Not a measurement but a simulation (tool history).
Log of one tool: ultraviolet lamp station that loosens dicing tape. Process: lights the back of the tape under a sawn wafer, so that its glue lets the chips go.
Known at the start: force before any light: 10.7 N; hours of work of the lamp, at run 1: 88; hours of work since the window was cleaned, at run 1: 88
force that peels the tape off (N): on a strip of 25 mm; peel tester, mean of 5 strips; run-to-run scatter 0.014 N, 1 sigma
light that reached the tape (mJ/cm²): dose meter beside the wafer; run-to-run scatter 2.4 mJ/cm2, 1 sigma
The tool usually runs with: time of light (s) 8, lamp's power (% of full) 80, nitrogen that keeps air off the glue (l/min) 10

run   hour  time of light (s)  lamp's power (% of full)  nitrogen that keeps air off the glue (l/min)  hours of work of the lamp  hours of work since the window was cleaned  force that peels the tape off (N)  light that reached the tape (mJ/cm²)
  1    0.0                  8                        80                                            10                         88                                          88                              0.763                                   236
  2   54.0                  8                        80                                            10                        129                                         129                              0.786                                   229
  3   95.4                  7                        80                                            10                        161                                         161                              1.124                                   194
  4  176.5                  7                        80                                            12                        224                                         224                              1.083                                   189
  5  221.0                  7                        80                                            12                        258                                         258                              1.180                                   185
     235.3  -- window cleaned of glue's vapour
  6  286.3                  8                        80                                            10                        308                                          39                              1.161                                   195
  7  324.4                  8                        80                                            10                        337                                          69                              1.216                                   189
  8  405.6                  8                        80                                             8                        400                                         131                              1.518                                   176
  9  444.1                  8                        80                                             8                        430                                         161                              1.560                                   172
     511.3  -- window cleaned of glue's vapour, once more
 10  532.9                  6                        90                                             8                        498                                          17                              1.457                                   184
 11  604.9                  6                        90                                             8                        553                                          72                              1.607                                   179
 12  662.1                 14                        87                                            11                        598                                         116                              0.281                                   392
 13  746.4                  5                        92                                             4                        663                                         181                              3.427                                   140
 14  820.7                  6                        98                                            12                        720                                         239                              1.352                                   170
     858.3  -- window cleaned of glue's vapour
 15  875.0                  6                        82                                             4                        761                                          13                              2.867                                   152

What if the next run were any one of these 3? Each begins from the tool's condition after run 15:
  A  943.3                  6                        92                                             3                        814                                          66                                  ?                                     ?
  B  943.3                  6                        80                                             5                        814                                          66                                  ?                                     ?
  C  943.3                 13                        82                                             4                        814                                          66                                  ?                                     ?

run  force that peels the tape off (N)  light that reached the tape (mJ/cm²)
  A                              3.134                                   168
  B                              2.797                                   148
  C                              0.809                                   318
Had the tool no hidden state, the same runs would have come out as:
run  force that peels the tape off (N)  light that reached the tape (mJ/cm²)
  A                              2.127                                   222
  B                              1.857                                   195
  C                              0.432                                   421
